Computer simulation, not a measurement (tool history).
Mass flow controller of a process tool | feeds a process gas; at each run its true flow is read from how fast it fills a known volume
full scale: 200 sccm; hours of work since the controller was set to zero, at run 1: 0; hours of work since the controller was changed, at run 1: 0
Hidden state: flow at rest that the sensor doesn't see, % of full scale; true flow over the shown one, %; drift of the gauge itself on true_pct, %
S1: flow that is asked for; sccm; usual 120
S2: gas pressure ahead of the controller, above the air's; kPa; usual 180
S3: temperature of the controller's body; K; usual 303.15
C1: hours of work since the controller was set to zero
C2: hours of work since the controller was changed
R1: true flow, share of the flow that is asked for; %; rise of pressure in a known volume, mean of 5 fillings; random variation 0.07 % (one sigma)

| run | hour | S1 | S2 | S3 | C1 | C2 | R1 |
|---|---|---|---|---|---|---|---|
| 1 | 0 | 120 | 180 | 303.15 | 0 | 0 | 98.67 |
| 2 | 54.2 | 120 | 199 | 303.15 | 24 | 24 | 98.7 |
| 3 | 90.5 | 120 | 199 | 310.15 | 40 | 40 | 98.43 |
| 4 | 125.8 | 155 | 180 | 303.15 | 55 | 55 | 99.2 |
| 5 | 177.9 | 155 | 180 | 303.15 | 78 | 78 | 99.15 |
| 6 | 218.2 | 155 | 180 | 303.15 | 96 | 96 | 99.18 |
| 7 | 255.4 | 155 | 180 | 303.15 | 112 | 112 | 99.19 |
| 8 | 334 | 155 | 180 | 303.15 | 147 | 147 | 99.1 |
| 9 | 397.6 | 65 | 180 | 303.15 | 175 | 175 | 97.55 |
| 10 | 455.8 | 120 | 180 | 303.15 | 200 | 200 | 98.56 |
| 11 | 519.8 | 120 | 180 | 303.15 | 228 | 228 | 98.6 |
| 12 | 589.6 | 120 | 180 | 303.15 | 259 | 259 | 98.55 |
| 13 | 626.4 | 120 | 180 | 303.15 | 275 | 275 | 98.5 |
| 14 | 695.2 | 120 | 180 | 303.15 | 305 | 305 | 98.54 |
| 15 | 741.8 | 120 | 180 | 303.15 | 325 | 325 | 98.47 |
| 16 | 802.4 | 120 | 180 | 303.15 | 352 | 352 | 98.56 |
| 17 | 854.1 | 87 | 149 | 293.15 | 375 | 375 | 98.28 |
| 18 | 931.1 | 87 | 149 | 293.15 | 408 | 408 | 98.1 |
| 19 | 1016 | 150 | 146 | 309.15 | 446 | 446 | 98.49 |
| 20 | 1071.4 | 42 | 166 | 294.15 | 470 | 470 | 97.35 |
| 21 | 1137.4 | 42 | 166 | 294.15 | 499 | 499 | 97.35 |
| 22 | 1175.9 | 25 | 269 | 303.15 | 516 | 516 | 96.91 |
| 23 | 1231.4 | 25 | 269 | 303.15 | 540 | 540 | 97.02 |
| 24 | 1288.5 | 25 | 269 | 303.15 | 565 | 565 | 96.8 |
| 25 | 1372 | 20 | 251 | 293.15 | 602 | 602 | 96.98 |
| 26 | 1433.6 | 146 | 173 | 293.15 | 629 | 629 | 99.09 |
| 27 | 1511.6 | 108 | 180 | 303.15 | 663 | 663 | 98.21 |
| 28 | 1599.2 | 113 | 241 | 306.15 | 701 | 701 | 98.27 |
| 29 | 1678.2 | 113 | 241 | 306.15 | 736 | 736 | 98.41 |
| 30 | 1718.7 | 113 | 241 | 306.15 | 754 | 754 | 98.44 |
| 31 | 1789.7 | 102 | 147 | 296.15 | 785 | 785 | 98.15 |
| 32 | 1870.7 | 25 | 256 | 310.15 | 820 | 820 | 96.22 |

Forecast each of these 5 alternatives for the next run:
| A | 1906.7 | 37 | 196 | 294.15 | 836 | 836 | ? |
| B | 1906.7 | 31 | 180 | 299.15 | 836 | 836 | ? |
| C | 1906.7 | 173 | 222 | 311.15 | 836 | 836 | ? |
| D | 1906.7 | 24 | 194 | 300.15 | 836 | 836 | ? |
| E | 1906.7 | 81 | 152 | 303.15 | 836 | 836 | ? |

| run | R1 |
|---|---|
| A | 96.92 |
| B | 96.61 |
| C | 98.99 |
| D | 96.18 |
| E | 97.54 |
Without the tool's hidden state the same runs would have given:
| run | R1 |
|---|---|
| A | 97.59 |
| B | 97.41 |
| C | 99.14 |
| D | 97.21 |
| E | 97.85 |
